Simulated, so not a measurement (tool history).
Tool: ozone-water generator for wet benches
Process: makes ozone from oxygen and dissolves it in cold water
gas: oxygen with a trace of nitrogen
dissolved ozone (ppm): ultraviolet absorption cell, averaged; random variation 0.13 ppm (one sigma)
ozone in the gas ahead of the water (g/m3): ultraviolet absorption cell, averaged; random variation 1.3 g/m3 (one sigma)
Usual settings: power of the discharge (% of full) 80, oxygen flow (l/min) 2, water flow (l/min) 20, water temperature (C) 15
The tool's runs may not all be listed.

run	hour	power of the discharge (% of full)	oxygen flow (l/min)	water flow (l/min)	water temperature (C)	dissolved ozone (ppm)	ozone in the gas ahead of the water (g/m3)
1	0	80	2	20	15	12.3	229.9
2	149.5	57	2	20	15	9.6	180.8
3	329.1	57	2	20	15	9.8	181.3
4	441.7	57	2	20	15	9.7	178.4
5	576.6	57	2	20	15	9.4	178
6	692.6	57	2	20	15	9.5	179.9
7	787.8	57	3.21	20	15	10.4	135.6
8	962.9	80	2	26	15	8.5	223.6
9	1099.3	80	2	26	15	8.7	221.6
10	1259.2	80	2	26	15	8.6	220.6
11	1347.2	44	2	20	15	8	149.1
12	1535.6	80	2.83	14	18	17.2	180.7
13	1681.6	80	2.83	14	18	17.1	180.4
14	1849.2	97	1.08	27	13	7.7	350.8
# hour 1858.8: water thermometer calibrated
15	1938.8	53	2.63	20	8	9.9	144
16	2110.1	66	2.17	26	11	7.4	181.2
17	2211.1	80	2	20	12	11.7	216.9
18	2319.9	80	2	20	12	11.6	213.9
19	2444	84	2	14	12	17.9	223.4
20	2632.7	93	2	14	9	19.4	237.3
# hour 2728.5: water thermometer calibrated, once more
21	2759.3	80	2.68	20	20	11.2	181.5
22	2917.4	80	2	21	15	10.5	211.2

Forecast each of these 5 alternatives for the next run:
A	3107.5	52	1.14	19	15	?	?
B	3107.5	67	2	27	15	?	?
C	3107.5	80	3.16	16	10	?	?
D	3107.5	80	2	20	9	?	?
E	3107.5	95	3.23	21	11	?	?

run	dissolved ozone (ppm)	ozone in the gas ahead of the water (g/m3)
A	7.7	217.2
B	6.8	188.3
C	16	163.1
D	11.4	211.8
E	13.3	178.3
Without the tool's hidden state the same runs would have given:
run	dissolved ozone (ppm)	ozone in the gas ahead of the water (g/m3)
A	8.7	232.5
B	7.8	204.4
C	18.3	178.8
D	13.1	232.1
E	15.4	197.5
